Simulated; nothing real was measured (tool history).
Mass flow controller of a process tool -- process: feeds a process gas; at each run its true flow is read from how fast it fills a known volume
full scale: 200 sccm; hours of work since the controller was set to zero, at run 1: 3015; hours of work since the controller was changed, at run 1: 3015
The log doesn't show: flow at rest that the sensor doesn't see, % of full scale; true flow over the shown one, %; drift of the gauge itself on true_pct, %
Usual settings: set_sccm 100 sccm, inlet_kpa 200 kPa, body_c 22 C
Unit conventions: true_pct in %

run    hour  set_sccm  inlet_kpa  body_c  hours of work since the controller was set to zero  hours of work since the controller was changed  true_pct
  1       0       100        200      22                                                3015                                            3015     99.15
  2   437.4       100        200      22                                                3275                                            3275     99.19
  3     928       100        200      22                                                3567                                            3567     99.05
  4  1405.6       100        200      22                                                3852                                            3852     99.17
  5  1868.2       100        200      22                                                4127                                            4127     99.02
  6  2243.1       100        200      35                                                4351                                            4351     99.87
  7  2620.5       100        200      29                                                4575                                            4575     99.52
  8  2957.5       100        200      36                                                4776                                            4776     99.78
  9  3382.1       100        200      36                                                5029                                            5029     99.81
 10  3755.5        54        140      23                                                5251                                            5251     98.82
 11  4069.8        32        259      39                                                5438                                            5438     99.38
 12  4383.6       124        200      22                                                5625                                            5625     98.92
 13  4886.9        30        203      26                                                5925                                            5925     98.69
 14  5334.4        30        203      26                                                6191                                            6191     98.43
 15  5900.2        58        200      24                                                6528                                            6528     98.49

What if the next run were any one of these 3? Each begins from the tool's condition after run 15:
     6281.2  -- controller exchanged for a calibrated one
  A  6311       100        200      33                                                  18                                              18         ?
     6281.2  -- controller exchanged for a calibrated one
  B  6311        83        184      36                                                  18                                              18         ?
     6281.2  -- controller exchanged for a calibrated one
  C  6311       189        184      20                                                  18                                              18         ?

run  true_pct
  A     99.25
  B     99.51
  C     99.07
Stripped of hidden state, with their random variation kept, the same runs would have yielded:
run  true_pct
  A     99.87
  B    100.14
  C     99.69
